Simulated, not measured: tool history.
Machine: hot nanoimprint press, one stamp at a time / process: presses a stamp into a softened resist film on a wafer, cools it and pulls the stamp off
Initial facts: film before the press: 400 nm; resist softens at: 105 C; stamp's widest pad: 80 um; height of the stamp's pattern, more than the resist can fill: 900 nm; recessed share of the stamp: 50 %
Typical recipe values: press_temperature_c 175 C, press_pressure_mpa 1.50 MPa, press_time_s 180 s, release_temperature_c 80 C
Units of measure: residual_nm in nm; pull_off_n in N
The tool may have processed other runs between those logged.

Run 1, day 0.000: usual settings. Result: residual_nm 201.5 nm, pull_off_n 96 N.
Run 2, day 0.279: usual settings. Result: residual_nm 201.8 nm, pull_off_n 96 N.
Run 3, day 0.608: usual settings but press_pressure_mpa 1.27 MPa. Result: residual_nm 220.3 nm, pull_off_n 96 N.
Run 4, day 0.821: usual settings but press_pressure_mpa 1.27 MPa. Result: residual_nm 217.5 nm, pull_off_n 95 N.
Run 5, day 1.050: usual settings but press_pressure_mpa 1.27 MPa. Result: residual_nm 219.2 nm, pull_off_n 97 N.
Run 6, day 1.417: usual settings but press_pressure_mpa 1.27 MPa. Result: residual_nm 217.2 nm, pull_off_n 96 N.
Run 7, day 1.767: usual settings. Result: residual_nm 202.1 nm, pull_off_n 93 N.
Run 8, day 1.967: usual settings. Result: residual_nm 200.9 nm, pull_off_n 94 N.
Run 9, day 2.258: usual settings. Result: residual_nm 200.1 nm, pull_off_n 93 N.
Run 10, day 2.462: usual settings but press_temperature_c 185 C. Result: residual_nm 130.5 nm, pull_off_n 93 N.
Run 11, day 2.800: usual settings. Result: residual_nm 201.8 nm, pull_off_n 92 N.
Run 12, day 3.025: usual settings. Result: residual_nm 200.1 nm, pull_off_n 93 N.
Run 13, day 3.300: usual settings. Result: residual_nm 202.6 nm, pull_off_n 95 N.
Run 14, day 3.554: usual settings but press_pressure_mpa 0.92 MPa. Result: residual_nm 255.4 nm, pull_off_n 93 N.
Run 15, day 3.850: usual settings. Result: residual_nm 201.1 nm, pull_off_n 91 N.
Run 16, day 4.196: usual settings. Result: residual_nm 201.8 nm, pull_off_n 92 N.
Run 17, day 4.579: usual settings. Result: residual_nm 202.1 nm, pull_off_n 94 N.
Run 18, day 4.921: usual settings but press_pressure_mpa 1.69 MPa. Result: residual_nm 190.0 nm, pull_off_n 92 N.
Run 19, day 5.271: usual settings but release_temperature_c 67 C. Result: residual_nm 201.6 nm, pull_off_n 105 N.

The next listed run, before its measurement:
Run 20, day 5.612: usual settings but release_temperature_c 66 C. Result: residual_nm ?, pull_off_n ?.

residual_nm: 200.5 nm
pull_off_n: 107 N
If the tool had no hidden condition, the same run with the same run-to-run variation would have returned residual_nm 200.6 nm, pull_off_n 106 N.
